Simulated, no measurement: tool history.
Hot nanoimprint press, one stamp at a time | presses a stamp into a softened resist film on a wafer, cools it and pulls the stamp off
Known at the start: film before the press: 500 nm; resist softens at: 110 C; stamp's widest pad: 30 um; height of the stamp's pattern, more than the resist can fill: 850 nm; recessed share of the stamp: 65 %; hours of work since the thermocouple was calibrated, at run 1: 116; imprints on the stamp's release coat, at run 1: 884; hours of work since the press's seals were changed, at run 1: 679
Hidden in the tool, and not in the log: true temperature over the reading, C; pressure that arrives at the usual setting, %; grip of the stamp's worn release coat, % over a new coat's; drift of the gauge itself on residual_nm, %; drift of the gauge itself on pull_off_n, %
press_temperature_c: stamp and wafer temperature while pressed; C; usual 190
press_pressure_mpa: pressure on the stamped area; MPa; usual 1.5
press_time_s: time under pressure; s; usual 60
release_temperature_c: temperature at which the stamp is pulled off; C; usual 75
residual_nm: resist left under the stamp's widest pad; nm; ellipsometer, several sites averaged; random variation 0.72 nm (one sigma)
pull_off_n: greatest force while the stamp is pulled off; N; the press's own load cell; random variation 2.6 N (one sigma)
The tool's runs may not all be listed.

| run | hour | press_temperature_c | press_pressure_mpa | press_time_s | release_temperature_c | hours of work since the thermocouple was calibrated | imprints on the stamp's release coat | hours of work since the press's seals were changed | residual_nm | pull_off_n |
|---|---|---|---|---|---|---|---|---|---|---|
| 1 | 0 | 190 | 1.5 | 60 | 75 | 116 | 884 | 679 | 289.5 | 132 |
| 2 | 39.3 | 190 | 1.5 | 60 | 75 | 138 | 1052 | 701 | 290.1 | 143 |
| 3 | 73.9 | 190 | 1.5 | 60 | 75 | 157 | 1200 | 720 | 291 | 144 |
|  | 121.1 | stamp cleaned and given a new release coat |
| 4 | 122.6 | 190 | 1.5 | 60 | 75 | 181 | 6 | 744 | 289.5 | 119 |
| 5 | 160.2 | 190 | 1.5 | 60 | 75 | 202 | 167 | 765 | 290.4 | 119 |
| 6 | 196.1 | 190 | 1.5 | 60 | 75 | 222 | 321 | 785 | 289.8 | 129 |
| 7 | 214.7 | 191 | 1.5 | 60 | 75 | 233 | 400 | 795 | 281.7 | 120 |
| 8 | 253.9 | 191 | 1.5 | 60 | 75 | 254 | 568 | 817 | 281.1 | 131 |
| 9 | 283.5 | 198 | 1.5 | 60 | 75 | 271 | 694 | 834 | 227.9 | 135 |
| 10 | 307.3 | 198 | 1.5 | 60 | 75 | 284 | 796 | 847 | 227.8 | 138 |
| 11 | 327.7 | 198 | 1.5 | 60 | 75 | 296 | 883 | 859 | 228.4 | 144 |
| 12 | 358.3 | 198 | 1.5 | 60 | 75 | 313 | 1014 | 876 | 227.4 | 142 |
| 13 | 376.2 | 198 | 1.5 | 60 | 75 | 323 | 1091 | 886 | 227.2 | 147 |
| 14 | 407.2 | 198 | 1.5 | 60 | 75 | 340 | 1223 | 903 | 227.7 | 147 |
| 15 | 435.4 | 198 | 1.5 | 60 | 75 | 356 | 1344 | 919 | 226.9 | 153 |
|  | 450.8 | stamp cleaned and given a new release coat |
| 16 | 478.4 | 200 | 2.37 | 108 | 75 | 377 | 118 | 939 | 136.9 | 115 |
|  | 490.7 | plate thermocouple calibrated |
| 17 | 511.2 | 190 | 1.5 | 35 | 66 | 11 | 245 | 956 | 343.6 | 136 |
| 18 | 543.6 | 189 | 1.5 | 95 | 75 | 30 | 383 | 974 | 268.9 | 127 |
| 19 | 570.7 | 189 | 1.5 | 95 | 75 | 45 | 499 | 989 | 269.1 | 123 |
|  | 592.2 | press's hydraulic seals changed and the load cell set to zero |
| 20 | 612.9 | 201 | 1.64 | 95 | 75 | 64 | 646 | 12 | 167.8 | 132 |
| 21 | 655.8 | 201 | 1.64 | 95 | 75 | 88 | 829 | 36 | 167 | 135 |
| 22 | 695.2 | 183 | 0.95 | 31 | 65 | 110 | 997 | 58 | 442.6 | 160 |
| 23 | 727.6 | 183 | 0.95 | 31 | 65 | 128 | 1136 | 76 | 444.3 | 169 |
| 24 | 769.6 | 190 | 1.34 | 59 | 75 | 152 | 1316 | 99 | 305.7 | 151 |
|  | 789.9 | stamp cleaned and given a new release coat |
| 25 | 801.9 | 190 | 1.34 | 59 | 75 | 166 | 51 | 114 | 305.6 | 116 |

3 ways to go on from here, each from the tool as it stands after run 25. What would each give?
| A | 844.2 | 193 | 1.5 | 60 | 75 | 190 | 232 | 138 | ? | ? |
| B | 844.2 | 190 | 1.34 | 77 | 81 | 190 | 232 | 138 | ? | ? |
| C | 844.2 | 196 | 1.34 | 59 | 75 | 190 | 232 | 138 | ? | ? |

| run | residual_nm | pull_off_n |
|---|---|---|
| A | 262.5 | 125 |
| B | 282.3 | 112 |
| C | 255.6 | 129 |
Without the tool's hidden state the same runs would have given:
| run | residual_nm | pull_off_n |
|---|---|---|
| A | 263.2 | 120 |
| B | 283.3 | 107 |
| C | 256.4 | 123 |
